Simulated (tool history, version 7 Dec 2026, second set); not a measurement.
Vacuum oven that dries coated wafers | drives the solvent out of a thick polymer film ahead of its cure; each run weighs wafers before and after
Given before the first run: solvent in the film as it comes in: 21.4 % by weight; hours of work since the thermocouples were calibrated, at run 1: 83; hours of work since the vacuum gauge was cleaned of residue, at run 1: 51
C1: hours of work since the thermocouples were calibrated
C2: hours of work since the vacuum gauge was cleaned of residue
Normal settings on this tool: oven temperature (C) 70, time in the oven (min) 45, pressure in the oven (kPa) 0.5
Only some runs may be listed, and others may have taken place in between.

{"run": 1, "hour": 0.0, "oven temperature (C)": 70, "time in the oven (min)": 45, "pressure in the oven (kPa)": 0.5, "C1": 83, "C2": 51, "solvent left in the film (%)": 1.03}
{"run": 2, "hour": 21.7, "oven temperature (C)": 70, "time in the oven (min)": 45, "pressure in the oven (kPa)": 0.5, "C1": 100, "C2": 67, "solvent left in the film (%)": 0.94}
{"run": 3, "hour": 39.1, "oven temperature (C)": 70, "time in the oven (min)": 45, "pressure in the oven (kPa)": 0.5, "C1": 113, "C2": 81, "solvent left in the film (%)": 1.02}
{"run": 4, "hour": 67.9, "oven temperature (C)": 70, "time in the oven (min)": 45, "pressure in the oven (kPa)": 0.5, "C1": 135, "C2": 103, "solvent left in the film (%)": 1}
{"run": 5, "hour": 82.9, "oven temperature (C)": 70, "time in the oven (min)": 45, "pressure in the oven (kPa)": 0.5, "C1": 147, "C2": 115, "solvent left in the film (%)": 0.96}
{"run": 6, "hour": 107.9, "oven temperature (C)": 70, "time in the oven (min)": 45, "pressure in the oven (kPa)": 0.5, "C1": 166, "C2": 134, "solvent left in the film (%)": 0.98}
{"run": 7, "hour": 128.1, "oven temperature (C)": 70, "time in the oven (min)": 45, "pressure in the oven (kPa)": 0.5, "C1": 182, "C2": 149, "solvent left in the film (%)": 1.02}
{"run": 8, "hour": 158.4, "oven temperature (C)": 70, "time in the oven (min)": 45, "pressure in the oven (kPa)": 0.5, "C1": 205, "C2": 173, "solvent left in the film (%)": 0.98}
{"run": 9, "hour": 184.5, "oven temperature (C)": 76, "time in the oven (min)": 45, "pressure in the oven (kPa)": 0.5, "C1": 225, "C2": 193, "solvent left in the film (%)": 0.49}
{"run": 10, "hour": 202.0, "oven temperature (C)": 76, "time in the oven (min)": 45, "pressure in the oven (kPa)": 0.5, "C1": 238, "C2": 206, "solvent left in the film (%)": 0.48}
{"run": 11, "hour": 229.3, "oven temperature (C)": 76, "time in the oven (min)": 45, "pressure in the oven (kPa)": 0.5, "C1": 259, "C2": 227, "solvent left in the film (%)": 0.55}
{"run": 12, "hour": 256.1, "oven temperature (C)": 63, "time in the oven (min)": 45, "pressure in the oven (kPa)": 0.5, "C1": 280, "C2": 248, "solvent left in the film (%)": 2.16}
{"run": 13, "hour": 281.8, "oven temperature (C)": 65, "time in the oven (min)": 45, "pressure in the oven (kPa)": 0.5, "C1": 300, "C2": 267, "solvent left in the film (%)": 1.86}
{"run": 14, "hour": 295.8, "oven temperature (C)": 65, "time in the oven (min)": 45, "pressure in the oven (kPa)": 0.5, "C1": 310, "C2": 278, "solvent left in the film (%)": 1.79}
{"run": 15, "hour": 311.3, "oven temperature (C)": 65, "time in the oven (min)": 45, "pressure in the oven (kPa)": 0.5, "C1": 322, "C2": 290, "solvent left in the film (%)": 1.8}
{"run": 16, "hour": 325.7, "oven temperature (C)": 65, "time in the oven (min)": 45, "pressure in the oven (kPa)": 0.5, "C1": 333, "C2": 301, "solvent left in the film (%)": 1.79}
{"run": 17, "hour": 356.0, "oven temperature (C)": 70, "time in the oven (min)": 45, "pressure in the oven (kPa)": 0.5, "C1": 357, "C2": 324, "solvent left in the film (%)": 1.02}
{"run": 18, "hour": 370.3, "oven temperature (C)": 70, "time in the oven (min)": 45, "pressure in the oven (kPa)": 0.5, "C1": 368, "C2": 335, "solvent left in the film (%)": 0.98}
{"run": 19, "hour": 399.1, "oven temperature (C)": 70, "time in the oven (min)": 45, "pressure in the oven (kPa)": 0.5, "C1": 390, "C2": 357, "solvent left in the film (%)": 1.02}
{"run": 20, "hour": 421.6, "oven temperature (C)": 70, "time in the oven (min)": 45, "pressure in the oven (kPa)": 0.561, "C1": 407, "C2": 375, "solvent left in the film (%)": 1.05}
{"run": 21, "hour": 448.0, "oven temperature (C)": 70, "time in the oven (min)": 45, "pressure in the oven (kPa)": 0.5, "C1": 427, "C2": 395, "solvent left in the film (%)": 0.94}
{"run": 22, "hour": 464.3, "oven temperature (C)": 77, "time in the oven (min)": 41, "pressure in the oven (kPa)": 0.278, "C1": 440, "C2": 408, "solvent left in the film (%)": 0.39}
{"run": 23, "hour": 490.9, "oven temperature (C)": 66, "time in the oven (min)": 45, "pressure in the oven (kPa)": 0.323, "C1": 460, "C2": 428, "solvent left in the film (%)": 1.44}
{"run": 24, "hour": 507.5, "oven temperature (C)": 70, "time in the oven (min)": 23, "pressure in the oven (kPa)": 1.873, "C1": 473, "C2": 441, "solvent left in the film (%)": 4.37}
{"run": 25, "hour": 531.8, "oven temperature (C)": 61, "time in the oven (min)": 45, "pressure in the oven (kPa)": 0.5, "C1": 492, "C2": 459, "solvent left in the film (%)": 2.75}
{"run": 26, "hour": 554.7, "oven temperature (C)": 61, "time in the oven (min)": 74, "pressure in the oven (kPa)": 1.421, "C1": 509, "C2": 477, "solvent left in the film (%)": 2.38}
{"run": 27, "hour": 576.9, "oven temperature (C)": 60, "time in the oven (min)": 45, "pressure in the oven (kPa)": 0.537, "C1": 526, "C2": 494, "solvent left in the film (%)": 3.09}
{"run": 28, "hour": 595.8, "oven temperature (C)": 80, "time in the oven (min)": 45, "pressure in the oven (kPa)": 0.357, "C1": 541, "C2": 509, "solvent left in the film (%)": 0.29}
{"run": 29, "hour": 609.5, "oven temperature (C)": 72, "time in the oven (min)": 22, "pressure in the oven (kPa)": 0.346, "C1": 551, "C2": 519, "solvent left in the film (%)": 2.87}
{"run": 30, "hour": 630.9, "oven temperature (C)": 72, "time in the oven (min)": 22, "pressure in the oven (kPa)": 0.346, "C1": 568, "C2": 535, "solvent left in the film (%)": 2.92}
{"run": 31, "hour": 653.0, "oven temperature (C)": 56, "time in the oven (min)": 29, "pressure in the oven (kPa)": 0.67, "C1": 585, "C2": 552, "solvent left in the film (%)": 7.09}
{"run": 32, "hour": 672.9, "oven temperature (C)": 76, "time in the oven (min)": 24, "pressure in the oven (kPa)": 0.318, "C1": 600, "C2": 568, "solvent left in the film (%)": 1.54}
{"run": 33, "hour": 693.4, "oven temperature (C)": 75, "time in the oven (min)": 23, "pressure in the oven (kPa)": 1.674, "C1": 616, "C2": 583, "solvent left in the film (%)": 2.81}
{"run": 34, "hour": 715.4, "oven temperature (C)": 70, "time in the oven (min)": 26, "pressure in the oven (kPa)": 0.5, "C1": 633, "C2": 600, "solvent left in the film (%)": 2.75}
{"run": 35, "hour": 732.8, "oven temperature (C)": 70, "time in the oven (min)": 26, "pressure in the oven (kPa)": 0.5, "C1": 646, "C2": 614, "solvent left in the film (%)": 2.77}
{"run": 36, "hour": 755.7, "oven temperature (C)": 59, "time in the oven (min)": 27, "pressure in the oven (kPa)": 0.555, "C1": 664, "C2": 631, "solvent left in the film (%)": 6.16}
{"run": 37, "hour": 780.3, "oven temperature (C)": 80, "time in the oven (min)": 41, "pressure in the oven (kPa)": 1.968, "C1": 683, "C2": 650, "solvent left in the film (%)": 1.21}
{"run": 38, "hour": 799.8, "oven temperature (C)": 80, "time in the oven (min)": 41, "pressure in the oven (kPa)": 1.968, "C1": 697, "C2": 665, "solvent left in the film (%)": 1.2}
{"run": 39, "hour": 813.4, "oven temperature (C)": 70, "time in the oven (min)": 73, "pressure in the oven (kPa)": 0.355, "C1": 708, "C2": 676, "solvent left in the film (%)": 0.44}
{"run": 40, "hour": 832.8, "oven temperature (C)": 70, "time in the oven (min)": 73, "pressure in the oven (kPa)": 0.355, "C1": 723, "C2": 691, "solvent left in the film (%)": 0.43}
{"run": 41, "hour": 857.3, "oven temperature (C)": 70, "time in the oven (min)": 73, "pressure in the oven (kPa)": 0.355, "C1": 742, "C2": 709, "solvent left in the film (%)": 0.43}

Branching from run 41: 3 alternative next runs. What would each branch give?
{"run": "A", "hour": 887.3, "oven temperature (C)": 74, "time in the oven (min)": 71, "pressure in the oven (kPa)": 0.33, "C1": 765, "C2": 732, "solvent left in the film (%)": "?"}
{"run": "B", "hour": 887.3, "oven temperature (C)": 78, "time in the oven (min)": 24, "pressure in the oven (kPa)": 0.738, "C1": 765, "C2": 732, "solvent left in the film (%)": "?"}
{"run": "C", "hour": 887.3, "oven temperature (C)": 64, "time in the oven (min)": 22, "pressure in the oven (kPa)": 0.355, "C1": 765, "C2": 732, "solvent left in the film (%)": "?"}

run=A solvent_left_in_the_film_(%)=0.35
run=B solvent_left_in_the_film_(%)=1.47
run=C solvent_left_in_the_film_(%)=5.39
Had the tool no hidden state, the same runs would have come out as:
run=A solvent_left_in_the_film_(%)=0.27
run=B solvent_left_in_the_film_(%)=1.48
run=C solvent_left_in_the_film_(%)=5.45
